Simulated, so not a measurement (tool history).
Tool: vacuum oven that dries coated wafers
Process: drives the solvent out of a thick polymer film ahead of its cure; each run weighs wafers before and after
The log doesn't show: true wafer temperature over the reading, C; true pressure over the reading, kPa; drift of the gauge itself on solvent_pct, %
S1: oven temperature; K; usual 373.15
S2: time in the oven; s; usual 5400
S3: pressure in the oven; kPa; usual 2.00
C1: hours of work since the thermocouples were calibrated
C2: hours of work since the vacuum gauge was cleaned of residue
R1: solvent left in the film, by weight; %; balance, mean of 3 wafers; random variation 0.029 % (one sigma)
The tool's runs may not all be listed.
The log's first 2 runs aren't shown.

| run | day | S1 | S2 | S3 | C1 | C2 | R1 |
|---|---|---|---|---|---|---|---|
| 3 | 5.633 | 373.15 | 5400 | 2.00 | 192 | 542 | 3.33 |
| 4 | 9.038 | 373.15 | 5400 | 2.00 | 257 | 607 | 3.30 |
| 5 | 13.471 | 373.15 | 5400 | 2.00 | 342 | 692 | 3.28 |
| 6 | 16.529 | 373.15 | 5400 | 1.69 | 401 | 750 | 2.95 |
| 7 | 19.817 | 373.15 | 5400 | 1.69 | 463 | 813 | 3.00 |
| 8 | 21.917 | 373.15 | 5400 | 1.69 | 504 | 853 | 2.95 |
| 9 | 24.200 | 366.15 | 5400 | 1.69 | 547 | 897 | 4.65 |
| 10 | 28.592 | 366.15 | 5400 | 1.69 | 631 | 981 | 4.67 |
| 11 | 32.650 | 366.15 | 5400 | 1.69 | 709 | 1058 | 4.71 |
| 12 | 34.642 | 373.15 | 5400 | 1.86 | 747 | 1097 | 3.16 |
| 13 | 38.438 | 373.15 | 5400 | 2.00 | 819 | 1169 | 3.32 |
| 14 | 42.212 | 373.15 | 5400 | 7.64 | 892 | 1241 | 9.29 |
| 15 | 44.750 | 373.15 | 5400 | 7.64 | 940 | 1290 | 9.25 |
| 16 | 47.683 | 373.15 | 5400 | 7.64 | 996 | 1346 | 9.22 |
| 17 | 51.404 | 373.15 | 5400 | 2.00 | 1067 | 1417 | 3.30 |
| 18 | 53.829 | 373.15 | 6300 | 2.00 | 1114 | 1463 | 2.98 |
| 19 | 58.179 | 373.15 | 6300 | 2.00 | 1197 | 1547 | 2.99 |
| 20 | 61.325 | 373.15 | 2700 | 2.00 | 1257 | 1607 | 5.80 |
| 21 | 66.021 | 373.15 | 2700 | 2.00 | 1347 | 1697 | 5.89 |
|  | 67.308 | oven's thermocouples calibrated |
| 22 | 69.000 | 363.15 | 5400 | 2.00 | 32 | 1752 | 6.32 |
| 23 | 72.779 | 363.15 | 5400 | 2.00 | 105 | 1824 | 6.26 |
| 24 | 75.429 | 363.15 | 5460 | 2.00 | 155 | 1875 | 6.26 |
| 25 | 78.188 | 363.15 | 5460 | 2.00 | 208 | 1928 | 6.29 |
| 26 | 82.112 | 363.15 | 5460 | 2.00 | 283 | 2003 | 6.27 |
| 27 | 85.650 | 373.15 | 5400 | 1.27 | 351 | 2070 | 2.76 |

Run 28 comes next. What will it give?
| 28 | 89.058 | 387.15 | 8760 | 2.70 | 416 | 2136 | ? |

Run 28 gave R1 2.22 %.
Without the tool's hidden state the same run would have given R1 1.91 %.
